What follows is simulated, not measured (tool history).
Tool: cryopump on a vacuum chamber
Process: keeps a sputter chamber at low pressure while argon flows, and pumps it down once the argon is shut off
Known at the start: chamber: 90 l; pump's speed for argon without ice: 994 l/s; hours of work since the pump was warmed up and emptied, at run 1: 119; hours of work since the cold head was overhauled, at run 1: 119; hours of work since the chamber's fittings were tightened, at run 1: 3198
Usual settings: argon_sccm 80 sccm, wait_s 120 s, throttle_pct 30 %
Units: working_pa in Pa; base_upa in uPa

run,hour,argon_sccm,wait_s,throttle_pct,hours of work since the pump was warmed up and emptied,hours of work since the cold head was overhauled,hours of work since the chamber's fittings were tightened,working_pa,base_upa
1,0.0,80,120,30,119,119,3198,0.4701,1.28
2,15.3,80,120,30,131,131,3210,0.4708,1.32
3,27.8,80,120,33,141,141,3220,0.4302,1.32
4,36.1,80,120,30,148,148,3227,0.4751,1.35
5,45.6,80,120,30,156,156,3235,0.4705,1.34
6,57.4,88,120,30,165,165,3244,0.5234,1.37
7,67.8,80,144,30,174,174,3253,0.4766,1.26
8,87.8,80,144,30,190,190,3269,0.4765,1.29
9,100.8,80,120,30,200,200,3279,0.4811,1.41
10,114.3,80,120,30,211,211,3290,0.4791,1.46
11,132.1,80,120,33,226,226,3305,0.4419,1.45
12,144.4,80,120,33,236,236,3315,0.4457,1.45
13,161.3,80,120,33,249,249,3328,0.4457,1.48
14,172.1,59,120,30,258,258,3337,0.3591,1.49
# hour 184.7: leaking fittings of the chamber tightened, without venting
15,189.7,59,120,30,271,271,4,0.3622,0.80
16,200.9,80,120,30,280,280,13,0.4955,0.84
17,213.1,80,120,30,289,289,23,0.4946,0.84
18,228.6,80,120,30,302,302,35,0.4992,0.84
19,242.3,84,120,38,313,313,47,0.4239,0.90
20,251.4,84,120,38,320,320,54,0.4265,0.88
21,262.7,41,45,55,330,330,63,0.1529,1.57
# hour 270.7: pump warmed up, emptied and cooled again
22,283.0,80,41,30,10,342,75,0.4532,1.53
23,298.4,69,77,24,22,354,88,0.4932,0.96
24,310.5,93,203,59,32,364,98,0.2723,0.57
25,325.0,44,59,59,44,376,109,0.1290,1.21
26,341.1,64,64,41,57,389,122,0.2730,1.15
27,355.3,154,104,47,68,400,134,0.5761,0.86
28,367.5,42,104,47,78,410,144,0.1562,0.83
29,384.1,93,293,21,92,424,157,0.7706,0.58
30,392.9,71,120,30,99,431,164,0.4084,0.80
31,405.1,71,38,22,109,440,174,0.5583,1.70
32,416.1,71,38,22,117,449,183,0.5631,1.65

The next listed run, before its measurement:
33,427.3,59,29,49,126,458,192,?,?

working_pa: 0.2153 Pa
base_upa: 2.01 uPa
Without the tool's hidden state the same run would have given working_pa 0.2039 Pa, base_upa 1.92 uPa.
